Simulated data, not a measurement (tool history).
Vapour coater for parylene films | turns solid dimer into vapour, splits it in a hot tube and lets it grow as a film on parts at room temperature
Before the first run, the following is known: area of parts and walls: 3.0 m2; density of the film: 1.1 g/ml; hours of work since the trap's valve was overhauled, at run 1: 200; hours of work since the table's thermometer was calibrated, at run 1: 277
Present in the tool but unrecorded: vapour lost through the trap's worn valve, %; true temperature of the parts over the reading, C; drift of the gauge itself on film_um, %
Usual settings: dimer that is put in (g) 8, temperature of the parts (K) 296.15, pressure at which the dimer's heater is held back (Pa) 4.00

run   hour  dimer that is put in (g)  temperature of the parts (K)  pressure at which the dimer's heater is held back (Pa)  hours of work since the trap's valve was overhauled  hours of work since the table's thermometer was calibrated  thickness of the film (µm)
  1    0.0                         8                        296.15                                                    4.00                                                  200                                                         277                        1.11
  2   20.3                         8                        296.15                                                    4.00                                                  211                                                         288                        1.10
  3   38.2                         8                        296.15                                                    4.00                                                  221                                                         298                        1.08
  4   54.5                        13                        296.15                                                    4.00                                                  230                                                         307                        1.76
  5   67.3                         8                        290.15                                                    4.00                                                  237                                                         314                        1.20
  6   80.0                         8                        296.15                                                    4.00                                                  244                                                         321                        1.09
  7  101.7                         8                        296.15                                                    4.00                                                  256                                                         333                        1.10
  8  125.3                         8                        296.15                                                    4.00                                                  269                                                         346                        1.08
  9  135.6                         8                        296.15                                                    4.00                                                  275                                                         351                        1.08
 10  146.1                         8                        296.15                                                    4.00                                                  281                                                         357                        1.06
 11  167.9                         8                        296.15                                                    4.00                                                  293                                                         369                        1.03
 12  186.0                         8                        296.15                                                    5.30                                                  303                                                         379                        1.02
 13  210.2                         8                        296.15                                                    5.30                                                  316                                                         393                        1.00
 14  221.1                         4                        296.15                                                    5.30                                                  322                                                         399                        0.50
 15  237.2                         4                        296.15                                                    5.30                                                  331                                                         407                        0.48
 16  257.1                         4                        296.15                                                    5.30                                                  342                                                         418                        0.48
     277.2  -- trap's valve overhauled
 17  282.6                         8                        301.15                                                    4.00                                                    3                                                         430                        1.13
 18  297.3                         8                        296.15                                                    8.14                                                   11                                                         438                        1.10
 19  311.2                         8                        296.15                                                    4.00                                                   19                                                         446                        1.20
 20  333.7                         8                        301.15                                                    4.00                                                   31                                                         458                        1.09
 21  352.5                         4                        306.15                                                    4.00                                                   41                                                         469                        0.51
 22  362.5                         5                        304.15                                                    4.00                                                   47                                                         474                        0.63
 23  384.2                         5                        308.15                                                    2.74                                                   59                                                         486                        0.61
 24  406.0                        10                        298.15                                                    4.34                                                   71                                                         498                        1.43
 25  421.8                         4                        299.15                                                    4.00                                                   80                                                         507                        0.56
 26  435.1                         4                        299.15                                                    4.00                                                   87                                                         514                        0.57
 27  448.5                         4                        299.15                                                    4.00                                                   94                                                         522                        0.53
 28  467.4                         4                        302.15                                                    6.99                                                  105                                                         532                        0.48
 29  490.5                         4                        302.15                                                    6.99                                                  117                                                         545                        0.49
 30  501.6                        13                        295.15                                                   10.48                                                  124                                                         551                        1.66
 31  519.2                        13                        295.15                                                   10.48                                                  133                                                         561                        1.66
 32  543.4                        13                        295.15                                                    5.26                                                  147                                                         574                        1.79
 33  563.2                         6                        294.15                                                    4.00                                                  157                                                         585                        0.88
 34  575.8                         4                        301.15                                                    3.28                                                  164                                                         592                        0.54
 35  596.8                         4                        301.15                                                    4.14                                                  176                                                         603                        0.54
 36  611.3                         4                        306.15                                                    4.14                                                  184                                                         611                        0.48
 37  626.7                         8                        305.15                                                    4.00                                                  192                                                         620                        0.99

Hidden state or all else? Some run-to-run changes of thickness of the film (µm), split into what the settings, what came in and random variation would give without the hidden state, and what is left for the hidden state (with any gauge scatter that isn't in both results):
Run 3 -> 4: dimer that is put in (g) 8 -> 13. thickness of the film (µm) +0.68: hidden state -0.07, all else +0.75.
Run 13 -> 14: dimer that is put in (g) 8 -> 4. thickness of the film (µm) -0.50: hidden state +0.08, all else -0.58.
Run 16 -> 17: dimer that is put in (g) 4 -> 8, temperature of the parts (K) 296.15 -> 301.15, pressure at which the dimer's heater is held back (Pa) 5.30 -> 4.00, trap's valve overhauled. thickness of the film (µm) +0.65: hidden state +0.08, all else +0.57.
Run 24 -> 25: dimer that is put in (g) 10 -> 4, temperature of the parts (K) 298.15 -> 299.15, pressure at which the dimer's heater is held back (Pa) 4.34 -> 4.00. thickness of the film (µm) -0.87: hidden state +0.03, all else -0.90.
Run 29 -> 30: dimer that is put in (g) 4 -> 13, temperature of the parts (K) 302.15 -> 295.15, pressure at which the dimer's heater is held back (Pa) 6.99 -> 10.48. thickness of the film (µm) +1.17: hidden state -0.06, all else +1.23.
Run 32 -> 33: dimer that is put in (g) 13 -> 6, temperature of the parts (K) 295.15 -> 294.15, pressure at which the dimer's heater is held back (Pa) 5.26 -> 4.00. thickness of the film (µm) -0.91: hidden state +0.05, all else -0.96.
